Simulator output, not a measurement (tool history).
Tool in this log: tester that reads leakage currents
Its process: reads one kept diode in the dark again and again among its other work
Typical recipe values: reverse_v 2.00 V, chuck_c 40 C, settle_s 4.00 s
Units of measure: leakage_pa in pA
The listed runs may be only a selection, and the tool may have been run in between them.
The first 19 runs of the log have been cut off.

run	hour	reverse_v	chuck_c	settle_s	hours of work since the probe card was cleaned	hours of work since the tester was calibrated	hours of work since the chuck was calibrated	leakage_pa
20	443.2	1.21	48	2.59	911	565	1253	206.94
21	464.0	11.39	40	4.00	921	575	1263	303.49
22	490.4	11.39	40	1.10	933	587	1276	302.16
23	504.2	3.01	37	1.10	940	594	1282	133.87
24	529.8	1.83	30	1.64	952	606	1295	61.20
25	547.1	1.83	30	1.64	961	614	1303	61.42
26	575.0	16.48	28	1.34	974	628	1316	137.16
27	596.1	4.09	54	4.64	984	638	1326	543.25
28	617.0	7.10	21	0.33	994	648	1336	52.66
29	644.8	7.10	21	0.33	1007	661	1350	52.78
30	666.9	8.00	44	4.00	1018	672	1360	353.51
31	684.4	2.89	40	3.19	1026	680	1369	166.12
32	698.4	2.00	24	0.39	1033	687	1375	38.76

Consider 5 possible next runs. They are alternatives, not a sequence: every one starts from the tool as it was left by run 32. What does each give?
A	718.2	2.00	30	0.75	1042	696	1385	?
B	718.2	4.73	38	3.14	1042	696	1385	?
C	718.2	2.00	24	1.47	1042	696	1385	?
D	718.2	2.00	54	4.44	1042	696	1385	?
E	718.2	2.92	21	3.49	1042	696	1385	?

run	leakage_pa
A	63.82
B	176.40
C	38.47
D	397.06
E	35.27
Had the tool no hidden state, the same runs would have come out as:
run	leakage_pa
A	63.74
B	176.19
C	38.41
D	396.69
E	35.21
